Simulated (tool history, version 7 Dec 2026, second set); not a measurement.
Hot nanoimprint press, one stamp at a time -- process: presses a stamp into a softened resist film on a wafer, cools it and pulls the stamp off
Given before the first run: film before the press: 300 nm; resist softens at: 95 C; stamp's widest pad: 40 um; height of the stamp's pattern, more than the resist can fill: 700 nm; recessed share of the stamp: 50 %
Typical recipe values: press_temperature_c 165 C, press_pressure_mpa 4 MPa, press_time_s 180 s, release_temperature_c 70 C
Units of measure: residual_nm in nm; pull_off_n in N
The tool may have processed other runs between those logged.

Run 1, hour 0: usual settings. Result: residual_nm 110.1 nm, pull_off_n 289 N.
Run 2, hour 36: usual settings. Result: residual_nm 108.4 nm, pull_off_n 300 N.
Run 3, hour 66.3: usual settings but press_time_s 353 s. Result: residual_nm 85.1 nm, pull_off_n 320 N.
Run 4, hour 123.1: usual settings. Result: residual_nm 109.1 nm, pull_off_n 339 N.
At hour 154.6: stamp cleaned and given a new release coat.
Run 5, hour 163.8: usual settings. Result: residual_nm 109.2 nm, pull_off_n 215 N.
Run 6, hour 219.6: usual settings but press_pressure_mpa 4.21 MPa. Result: residual_nm 104.4 nm, pull_off_n 239 N.
Run 7, hour 261.1: usual settings but press_pressure_mpa 4.21 MPa. Result: residual_nm 104.3 nm, pull_off_n 244 N.
Run 8, hour 300.5: usual settings but press_time_s 311 s. Result: residual_nm 86.1 nm, pull_off_n 266 N.
Run 9, hour 329.5: usual settings but press_time_s 311 s. Result: residual_nm 85.3 nm, pull_off_n 262 N.
Run 10, hour 372.2: usual settings. Result: residual_nm 106.1 nm, pull_off_n 280 N.
Run 11, hour 436.4: usual settings. Result: residual_nm 105 nm, pull_off_n 300 N.
At hour 488.5: plate thermocouple calibrated.
Run 12, hour 502.2: usual settings. Result: residual_nm 111.7 nm, pull_off_n 314 N.
At hour 566.5: stamp cleaned and given a new release coat.
Run 13, hour 575.1: usual settings. Result: residual_nm 111.4 nm, pull_off_n 224 N.
At hour 611.2: press's hydraulic seals changed and the load cell set to zero.
Run 14, hour 613: usual settings. Result: residual_nm 108.6 nm, pull_off_n 227 N.

Run 15 is up next; what results do you expect?
Run 15, hour 668: usual settings. Result: residual_nm ?, pull_off_n ?.

{"run 15": {"residual_nm": 108.2, "pull_off_n": 246}}
On a tool with no hidden condition, and with the same random variation, this run would have come out at residual_nm 110.6 nm, pull_off_n 220 N.

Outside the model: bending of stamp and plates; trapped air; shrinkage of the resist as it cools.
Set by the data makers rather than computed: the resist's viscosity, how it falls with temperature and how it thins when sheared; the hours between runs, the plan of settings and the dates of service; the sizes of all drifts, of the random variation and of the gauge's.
